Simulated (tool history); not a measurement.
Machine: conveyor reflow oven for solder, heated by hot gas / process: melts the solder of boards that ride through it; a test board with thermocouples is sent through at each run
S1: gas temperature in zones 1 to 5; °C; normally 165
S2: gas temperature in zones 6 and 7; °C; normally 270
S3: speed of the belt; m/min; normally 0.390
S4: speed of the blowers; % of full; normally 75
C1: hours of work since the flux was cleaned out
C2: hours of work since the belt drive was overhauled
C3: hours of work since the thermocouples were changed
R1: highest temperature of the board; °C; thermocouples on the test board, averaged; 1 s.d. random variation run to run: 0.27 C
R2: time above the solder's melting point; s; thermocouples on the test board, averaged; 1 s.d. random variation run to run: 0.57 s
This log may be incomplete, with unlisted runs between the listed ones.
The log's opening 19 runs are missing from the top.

{"run": 20, "hour": 119.2, "S1": 165, "S2": 277, "S3": 0.468, "S4": 66, "C1": 217, "C2": 208, "C3": 362, "R1": 254.2, "R2": 63.6}
{"run": 21, "hour": 125.4, "S1": 165, "S2": 277, "S3": 0.311, "S4": 66, "C1": 221, "C2": 213, "C3": 366, "R1": 268.3, "R2": 116.4}
{"hour": 136.8, "done": "flux residue cleaned out of gas plates and filters"}
{"run": 22, "hour": 137.5, "S1": 165, "S2": 277, "S3": 0.311, "S4": 66, "C1": 0, "C2": 218, "C3": 371, "R1": 268.9, "R2": 117.2}
{"run": 23, "hour": 144.8, "S1": 165, "S2": 277, "S3": 0.311, "S4": 66, "C1": 5, "C2": 223, "C3": 376, "R1": 269.2, "R2": 116.3}
{"run": 24, "hour": 150.8, "S1": 165, "S2": 277, "S3": 0.311, "S4": 66, "C1": 10, "C2": 227, "C3": 380, "R1": 268.8, "R2": 117.5}
{"run": 25, "hour": 155.7, "S1": 172, "S2": 270, "S3": 0.337, "S4": 75, "C1": 13, "C2": 230, "C3": 383, "R1": 262.7, "R2": 106.1}
{"run": 26, "hour": 163.8, "S1": 172, "S2": 261, "S3": 0.337, "S4": 85, "C1": 18, "C2": 235, "C3": 389, "R1": 255.1, "R2": 99.5}
{"run": 27, "hour": 170.1, "S1": 172, "S2": 261, "S3": 0.337, "S4": 85, "C1": 23, "C2": 240, "C3": 393, "R1": 254.4, "R2": 100.7}
{"run": 28, "hour": 175.9, "S1": 172, "S2": 261, "S3": 0.337, "S4": 85, "C1": 27, "C2": 244, "C3": 397, "R1": 254.7, "R2": 99.6}
{"run": 29, "hour": 184.3, "S1": 172, "S2": 261, "S3": 0.337, "S4": 85, "C1": 32, "C2": 249, "C3": 403, "R1": 255.2, "R2": 98.9}
{"run": 30, "hour": 189.2, "S1": 172, "S2": 261, "S3": 0.337, "S4": 85, "C1": 36, "C2": 253, "C3": 406, "R1": 255.0, "R2": 100.8}

What if the next run were any one of these 3? Each begins from the tool's condition after run 30:
{"run": "A", "hour": 194.7, "S1": 156, "S2": 270, "S3": 0.39, "S4": 82, "C1": 39, "C2": 256, "C3": 410, "R1": "?", "R2": "?"}
{"run": "B", "hour": 194.7, "S1": 159, "S2": 270, "S3": 0.39, "S4": 75, "C1": 39, "C2": 256, "C3": 410, "R1": "?", "R2": "?"}
{"run": "C", "hour": 194.7, "S1": 169, "S2": 265, "S3": 0.347, "S4": 75, "C1": 39, "C2": 256, "C3": 410, "R1": "?", "R2": "?"}

run=A R1=257.4 R2=80.2
run=B R1=257.0 R2=81.0
run=C R1=256.7 R2=96.6
With the hidden condition removed and each run's random variation left untouched, the same runs would have given:
run=A R1=256.6 R2=79.2
run=B R1=256.2 R2=79.8
run=C R1=255.8 R2=95.3
